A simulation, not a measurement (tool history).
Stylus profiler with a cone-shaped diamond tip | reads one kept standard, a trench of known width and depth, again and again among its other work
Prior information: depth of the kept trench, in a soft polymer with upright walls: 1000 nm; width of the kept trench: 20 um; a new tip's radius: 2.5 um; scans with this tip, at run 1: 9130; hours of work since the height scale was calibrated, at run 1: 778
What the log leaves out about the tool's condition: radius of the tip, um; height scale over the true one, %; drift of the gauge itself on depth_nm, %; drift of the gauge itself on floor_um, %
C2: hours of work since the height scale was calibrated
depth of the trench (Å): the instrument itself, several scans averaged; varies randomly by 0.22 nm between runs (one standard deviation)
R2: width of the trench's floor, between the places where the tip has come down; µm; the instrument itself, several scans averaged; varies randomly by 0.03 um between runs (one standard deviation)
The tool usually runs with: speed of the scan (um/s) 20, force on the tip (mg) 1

{"run": 1, "hour": 0.0, "speed of the scan (um/s)": 20, "force on the tip (mg)": 1, "scans with this tip": 9130, "C2": 778, "depth of the trench (Å)": 10016, "R2": 15.06}
{"run": 2, "hour": 34.4, "speed of the scan (um/s)": 20, "force on the tip (mg)": 1, "scans with this tip": 9354, "C2": 797, "depth of the trench (Å)": 10010.1, "R2": 15.05}
{"run": 3, "hour": 62.3, "speed of the scan (um/s)": 20, "force on the tip (mg)": 1, "scans with this tip": 9536, "C2": 813, "depth of the trench (Å)": 10008.3, "R2": 15}
{"run": 4, "hour": 116.7, "speed of the scan (um/s)": 20, "force on the tip (mg)": 1, "scans with this tip": 9890, "C2": 843, "depth of the trench (Å)": 10007.7, "R2": 15.01}
{"run": 5, "hour": 156.2, "speed of the scan (um/s)": 20, "force on the tip (mg)": 1, "scans with this tip": 10148, "C2": 865, "depth of the trench (Å)": 10007.7, "R2": 14.95}
{"run": 6, "hour": 198.4, "speed of the scan (um/s)": 20, "force on the tip (mg)": 1, "scans with this tip": 10422, "C2": 888, "depth of the trench (Å)": 10009.4, "R2": 14.98}
{"run": 7, "hour": 255.6, "speed of the scan (um/s)": 20, "force on the tip (mg)": 1, "scans with this tip": 10795, "C2": 920, "depth of the trench (Å)": 10004.6, "R2": 14.93}
{"run": 8, "hour": 285.1, "speed of the scan (um/s)": 20, "force on the tip (mg)": 1, "scans with this tip": 10987, "C2": 937, "depth of the trench (Å)": 10001.6, "R2": 14.87}
{"run": 9, "hour": 335.2, "speed of the scan (um/s)": 30, "force on the tip (mg)": 1, "scans with this tip": 11313, "C2": 964, "depth of the trench (Å)": 10003.7, "R2": 14.82}
{"run": 10, "hour": 395.9, "speed of the scan (um/s)": 61, "force on the tip (mg)": 1, "scans with this tip": 11708, "C2": 998, "depth of the trench (Å)": 10001.1, "R2": 14.7}
{"run": 11, "hour": 424.5, "speed of the scan (um/s)": 61, "force on the tip (mg)": 1, "scans with this tip": 11895, "C2": 1014, "depth of the trench (Å)": 9998.8, "R2": 14.64}
{"run": 12, "hour": 455.4, "speed of the scan (um/s)": 20, "force on the tip (mg)": 1, "scans with this tip": 12096, "C2": 1031, "depth of the trench (Å)": 9994.8, "R2": 14.76}
{"run": 13, "hour": 495.6, "speed of the scan (um/s)": 20, "force on the tip (mg)": 1, "scans with this tip": 12358, "C2": 1053, "depth of the trench (Å)": 9995.6, "R2": 14.7}
{"run": 14, "hour": 526.4, "speed of the scan (um/s)": 20, "force on the tip (mg)": 1, "scans with this tip": 12558, "C2": 1070, "depth of the trench (Å)": 9997.1, "R2": 14.76}
{"run": 15, "hour": 551.4, "speed of the scan (um/s)": 20, "force on the tip (mg)": 2.64, "scans with this tip": 12721, "C2": 1084, "depth of the trench (Å)": 10047.1, "R2": 14.76}
{"run": 16, "hour": 611.9, "speed of the scan (um/s)": 20, "force on the tip (mg)": 1.4, "scans with this tip": 13115, "C2": 1118, "depth of the trench (Å)": 10013.5, "R2": 14.73}
{"run": 17, "hour": 669.5, "speed of the scan (um/s)": 20, "force on the tip (mg)": 2, "scans with this tip": 13491, "C2": 1150, "depth of the trench (Å)": 10026.6, "R2": 14.63}
{"run": 18, "hour": 709.8, "speed of the scan (um/s)": 20, "force on the tip (mg)": 2, "scans with this tip": 13753, "C2": 1172, "depth of the trench (Å)": 10022.8, "R2": 14.64}
{"run": 19, "hour": 758.5, "speed of the scan (um/s)": 32, "force on the tip (mg)": 2, "scans with this tip": 14070, "C2": 1199, "depth of the trench (Å)": 10023.8, "R2": 14.64}
{"run": 20, "hour": 790.3, "speed of the scan (um/s)": 20, "force on the tip (mg)": 1, "scans with this tip": 14277, "C2": 1217, "depth of the trench (Å)": 9991.6, "R2": 14.58}
{"run": 21, "hour": 845.9, "speed of the scan (um/s)": 20, "force on the tip (mg)": 1, "scans with this tip": 14639, "C2": 1248, "depth of the trench (Å)": 9986.8, "R2": 14.61}
{"run": 22, "hour": 872.9, "speed of the scan (um/s)": 20, "force on the tip (mg)": 1, "scans with this tip": 14815, "C2": 1263, "depth of the trench (Å)": 9986, "R2": 14.55}
{"run": 23, "hour": 909.5, "speed of the scan (um/s)": 20, "force on the tip (mg)": 1.31, "scans with this tip": 15053, "C2": 1283, "depth of the trench (Å)": 9995.8, "R2": 14.57}
{"run": 24, "hour": 969.8, "speed of the scan (um/s)": 20, "force on the tip (mg)": 1, "scans with this tip": 15446, "C2": 1317, "depth of the trench (Å)": 9986.5, "R2": 14.52}
{"run": 25, "hour": 1023.1, "speed of the scan (um/s)": 20, "force on the tip (mg)": 1, "scans with this tip": 15793, "C2": 1346, "depth of the trench (Å)": 9981.1, "R2": 14.44}
{"run": 26, "hour": 1057.9, "speed of the scan (um/s)": 10, "force on the tip (mg)": 0.37, "scans with this tip": 16020, "C2": 1365, "depth of the trench (Å)": 9955.8, "R2": 14.44}
{"run": 27, "hour": 1114.6, "speed of the scan (um/s)": 10, "force on the tip (mg)": 2.06, "scans with this tip": 16389, "C2": 1397, "depth of the trench (Å)": 10017, "R2": 14.55}
{"hour": 1117.9, "done": "height scale calibrated on a step standard"}
{"run": 28, "hour": 1154.0, "speed of the scan (um/s)": 41, "force on the tip (mg)": 2.17, "scans with this tip": 16642, "C2": 20, "depth of the trench (Å)": 9991.2, "R2": 14.34}
{"run": 29, "hour": 1181.2, "speed of the scan (um/s)": 40, "force on the tip (mg)": 0.59, "scans with this tip": 16820, "C2": 35, "depth of the trench (Å)": 9937.6, "R2": 14.26}
{"run": 30, "hour": 1234.2, "speed of the scan (um/s)": 7, "force on the tip (mg)": 0.59, "scans with this tip": 17165, "C2": 65, "depth of the trench (Å)": 9936.2, "R2": 14.42}
{"hour": 1252.7, "done": "height scale calibrated on a step standard, once more"}
{"run": 31, "hour": 1268.7, "speed of the scan (um/s)": 15, "force on the tip (mg)": 0.38, "scans with this tip": 17386, "C2": 9, "depth of the trench (Å)": 10024.8, "R2": 14.26}
{"run": 32, "hour": 1302.1, "speed of the scan (um/s)": 15, "force on the tip (mg)": 0.38, "scans with this tip": 17604, "C2": 27, "depth of the trench (Å)": 10027.2, "R2": 14.25}
{"run": 33, "hour": 1332.1, "speed of the scan (um/s)": 16, "force on the tip (mg)": 2.87, "scans with this tip": 17799, "C2": 44, "depth of the trench (Å)": 10112.1, "R2": 14.33}
{"run": 34, "hour": 1361.4, "speed of the scan (um/s)": 20, "force on the tip (mg)": 0.34, "scans with this tip": 17990, "C2": 60, "depth of the trench (Å)": 10014.6, "R2": 14.22}
{"run": 35, "hour": 1397.6, "speed of the scan (um/s)": 26, "force on the tip (mg)": 1, "scans with this tip": 18226, "C2": 80, "depth of the trench (Å)": 10048.9, "R2": 14.2}
{"run": 36, "hour": 1434.9, "speed of the scan (um/s)": 41, "force on the tip (mg)": 0.44, "scans with this tip": 18468, "C2": 101, "depth of the trench (Å)": 10030.3, "R2": 14.12}
{"run": 37, "hour": 1477.8, "speed of the scan (um/s)": 18, "force on the tip (mg)": 1.11, "scans with this tip": 18748, "C2": 125, "depth of the trench (Å)": 10052.6, "R2": 14.2}
{"run": 38, "hour": 1516.3, "speed of the scan (um/s)": 14, "force on the tip (mg)": 0.45, "scans with this tip": 18999, "C2": 146, "depth of the trench (Å)": 10027, "R2": 14.18}
{"run": 39, "hour": 1556.1, "speed of the scan (um/s)": 38, "force on the tip (mg)": 2.03, "scans with this tip": 19258, "C2": 168, "depth of the trench (Å)": 10077.2, "R2": 14.13}
{"run": 40, "hour": 1583.7, "speed of the scan (um/s)": 38, "force on the tip (mg)": 2.03, "scans with this tip": 19438, "C2": 184, "depth of the trench (Å)": 10080.6, "R2": 14.16}
{"run": 41, "hour": 1609.4, "speed of the scan (um/s)": 19, "force on the tip (mg)": 1.53, "scans with this tip": 19605, "C2": 198, "depth of the trench (Å)": 10063.9, "R2": 14.17}
{"run": 42, "hour": 1634.7, "speed of the scan (um/s)": 51, "force on the tip (mg)": 0.88, "scans with this tip": 19770, "C2": 212, "depth of the trench (Å)": 10043.2, "R2": 13.96}
{"run": 43, "hour": 1665.8, "speed of the scan (um/s)": 14, "force on the tip (mg)": 1.05, "scans with this tip": 19972, "C2": 229, "depth of the trench (Å)": 10047.5, "R2": 14.1}
{"run": 44, "hour": 1705.6, "speed of the scan (um/s)": 9, "force on the tip (mg)": 1.55, "scans with this tip": 20231, "C2": 251, "depth of the trench (Å)": 10062.8, "R2": 14.12}
{"run": 45, "hour": 1744.5, "speed of the scan (um/s)": 9, "force on the tip (mg)": 0.74, "scans with this tip": 20485, "C2": 273, "depth of the trench (Å)": 10027.5, "R2": 14.1}
{"run": 46, "hour": 1801.4, "speed of the scan (um/s)": 9, "force on the tip (mg)": 0.74, "scans with this tip": 20855, "C2": 305, "depth of the trench (Å)": 10025.5, "R2": 14.09}
{"run": 47, "hour": 1861.6, "speed of the scan (um/s)": 11, "force on the tip (mg)": 0.46, "scans with this tip": 21247, "C2": 338, "depth of the trench (Å)": 10014.5, "R2": 14.03}

Each row is a separate what-if for the run after 47, all from the same tool condition, not one after another. Results?
{"run": "A", "hour": 1908.8, "speed of the scan (um/s)": 64, "force on the tip (mg)": 2.07, "scans with this tip": 21555, "C2": 364, "depth of the trench (Å)": "?", "R2": "?"}
{"run": "B", "hour": 1908.8, "speed of the scan (um/s)": 22, "force on the tip (mg)": 1, "scans with this tip": 21555, "C2": 364, "depth of the trench (Å)": "?", "R2": "?"}
{"run": "C", "hour": 1908.8, "speed of the scan (um/s)": 64, "force on the tip (mg)": 1.19, "scans with this tip": 21555, "C2": 364, "depth of the trench (Å)": "?", "R2": "?"}

run=A depth_of_the_trench_(Å)=10069.4 R2=13.87
run=B depth_of_the_trench_(Å)=10039 R2=13.93
run=C depth_of_the_trench_(Å)=10043.8 R2=13.78
With no hidden state in the tool, these same runs would have given:
run=A depth_of_the_trench_(Å)=10088.1 R2=15.81
run=B depth_of_the_trench_(Å)=10057.6 R2=15.86
run=C depth_of_the_trench_(Å)=10062.4 R2=15.71
